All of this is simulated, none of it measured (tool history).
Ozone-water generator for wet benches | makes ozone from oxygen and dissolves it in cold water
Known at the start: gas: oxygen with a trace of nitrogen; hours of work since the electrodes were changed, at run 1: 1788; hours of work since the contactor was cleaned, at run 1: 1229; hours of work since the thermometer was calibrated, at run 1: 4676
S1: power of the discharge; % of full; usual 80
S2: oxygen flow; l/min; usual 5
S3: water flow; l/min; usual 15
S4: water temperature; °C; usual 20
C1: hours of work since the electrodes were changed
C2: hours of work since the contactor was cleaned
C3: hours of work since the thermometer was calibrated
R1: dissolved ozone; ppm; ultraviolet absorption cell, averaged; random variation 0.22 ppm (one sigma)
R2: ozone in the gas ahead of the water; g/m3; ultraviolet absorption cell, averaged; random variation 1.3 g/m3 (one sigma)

run    hour  S1    S2  S3  S4    C1    C2    C3    R1     R2
  1       0  80     5  15  20  1788  1229  4676  29.9  232.2
  2    81.7  80     5  15  20  1858  1299  4746    30  230.8
  3   181.3  80     5  15  20  1944  1385  4832    30  231.3
  4   265.6  80     5  15  20  2017  1457  4904  29.8  230.9
  5   351.5  80     5  15  20  2090  1531  4978  29.6  230.4
  6   416.4  63     5  15  20  2146  1587  5034  24.5  186.6
  7     500  58     5  15  20  2218  1659  5106  22.5  175.8
  8   552.8  58     5  15  20  2264  1704  5151  22.8  174.2
  9   635.1  58     5  21  20  2334  1775  5222  17.5  176.7
 10   714.9  58     5  21  20  2403  1844  5291  17.2  173.3
 11   792.9  80     5  15  20  2470  1911  5358    29  225.7
 12   879.4  80     5  15  20  2544  1985  5432  28.9    227
 13   966.1  80     5  15  20  2619  2060  5507  29.3  226.2
 14  1067.2  80     5  15  20  2706  2147  5594  28.4  223.5
 15  1116.3  80     5  15  20  2748  2189  5636  28.8  225.1
 16  1187.8  80     5  17  20  2810  2250  5697  26.3  223.5
     1212.2  -- water thermometer calibrated
 17  1229.8  80     5  13  28  2845  2286    15  27.5  221.2
 18  1275.1  85     5  18  14  2884  2325    54  29.1  236.7
 19  1355.4  85     5  18  14  2953  2394   123  28.9  231.9
 20  1444.9  80     5  15  18  3030  2471   200  29.4  217.5
 21  1539.5  80  7.67  15  24  3112  2553   282  24.7  172.3
 22  1583.4  56  4.31  17  20  3149  2590   319  19.5  179.2
 23    1648  56     5  14  20  3205  2646   375  22.4  165.7
 24  1699.2  89  4.94  18  23  3249  2690   419    26  239.8
 25  1767.8  40  7.16  19  25  3308  2749   478  12.2  102.7
 26    1838  45  3.64  20  28  3368  2809   538  12.9  166.2
 27  1926.6  55  8.31  20  12  3445  2885   614  18.6  120.7
 28  2013.8  46     5  15  20  3520  2960   689  18.5  141.3
 29  2072.8  46     5  15  20  3570  3011   740    18  140.7
 30  2119.3  46     5  15  20  3610  3051   780  18.1  140.4
 31  2175.5  46     5  15  20  3659  3099   828    18  141.2
 32  2225.7  80     5  16  20  3702  3143   872  26.4  215.8

Some steps in R1 between neighbouring runs. How much of each would the tool show without its hidden state too (settings, what came in, random variation), and how much is left for the hidden state, with any gauge scatter that isn't in both results?
The hidden state here: yield of the discharge, % of new electrodes'; contactor's efficiency, % of a clean one's; true water temperature over the reading, C; drift of the gauge itself on ozone_ppm, %; drift of the gauge itself on gas_g_m3, %.
Run 10 -> 11: S1 58 -> 80, S3 21 -> 15. R1 +11.8 ppm: hidden state -1.9, all else +13.7.
Run 24 -> 25: S1 89 -> 40, S2 4.94 -> 7.16, S3 18 -> 19, S4 23 -> 25. R1 -13.8 ppm: hidden state +3.3, all else -17.1.
Run 31 -> 32: S1 46 -> 80, S3 15 -> 16. R1 +8.4 ppm: hidden state -2.7, all else +11.1.
